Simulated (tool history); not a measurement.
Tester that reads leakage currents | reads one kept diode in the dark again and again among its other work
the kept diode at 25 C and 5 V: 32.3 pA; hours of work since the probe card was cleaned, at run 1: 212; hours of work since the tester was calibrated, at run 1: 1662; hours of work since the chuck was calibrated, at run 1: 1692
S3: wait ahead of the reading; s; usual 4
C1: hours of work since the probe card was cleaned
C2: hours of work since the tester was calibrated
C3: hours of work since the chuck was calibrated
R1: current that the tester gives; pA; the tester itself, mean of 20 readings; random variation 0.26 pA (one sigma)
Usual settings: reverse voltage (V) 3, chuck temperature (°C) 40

run 1 hour=0 | reverse_voltage_(V)=3 chuck_temperature_(°C)=40 S3=4 | C1=212 C2=1662 C3=1692 | R1=78.93
run 2 hour=23.3 | reverse_voltage_(V)=3 chuck_temperature_(°C)=40 S3=4 | C1=224 C2=1674 C3=1703 | R1=79.22
run 3 hour=52.6 | reverse_voltage_(V)=3 chuck_temperature_(°C)=40 S3=4 | C1=238 C2=1688 C3=1718 | R1=78.67
run 4 hour=84.3 | reverse_voltage_(V)=3.58 chuck_temperature_(°C)=40 S3=4 | C1=254 C2=1704 C3=1734 | R1=85.86
run 5 hour=112.3 | reverse_voltage_(V)=3 chuck_temperature_(°C)=40 S3=4 | C1=268 C2=1718 C3=1748 | R1=78.59
run 6 hour=146.3 | reverse_voltage_(V)=3 chuck_temperature_(°C)=40 S3=4 | C1=285 C2=1735 C3=1765 | R1=79.06
run 7 hour=173.3 | reverse_voltage_(V)=3 chuck_temperature_(°C)=22 S3=4 | C1=298 C2=1748 C3=1778 | R1=18.2
run 8 hour=200.8 | reverse_voltage_(V)=3.62 chuck_temperature_(°C)=40 S3=0.38 | C1=312 C2=1762 C3=1792 | R1=89.47
run 9 hour=235.4 | reverse_voltage_(V)=1.5 chuck_temperature_(°C)=38 S3=4 | C1=329 C2=1779 C3=1809 | R1=47.61
run 10 hour=267.4 | reverse_voltage_(V)=1.5 chuck_temperature_(°C)=38 S3=4 | C1=345 C2=1795 C3=1825 | R1=47.45
run 11 hour=288.6 | reverse_voltage_(V)=1.5 chuck_temperature_(°C)=38 S3=4 | C1=356 C2=1806 C3=1836 | R1=47.89
run 12 hour=309.2 | reverse_voltage_(V)=1.5 chuck_temperature_(°C)=38 S3=4 | C1=366 C2=1816 C3=1846 | R1=47.46
run 13 hour=337.9 | reverse_voltage_(V)=1.5 chuck_temperature_(°C)=38 S3=4 | C1=380 C2=1830 C3=1860 | R1=47.22

The same runs without the tool's hidden state, with the same run-to-run variation:
The hidden state here: stray current of the dirty probe card, pA a volt; current scale over the true one, %; true chuck temperature over the reading, C; drift of the gauge itself on leakage_pa, %.
run=1 R1=86.85
run=2 R1=87.2
run=3 R1=86.65
run=4 R1=94.53
run=5 R1=86.64
run=6 R1=87.2
run=7 R1=19.73
run=8 R1=98.33
run=9 R1=52.76
run=10 R1=52.62
run=11 R1=53.13
run=12 R1=52.66
run=13 R1=52.44
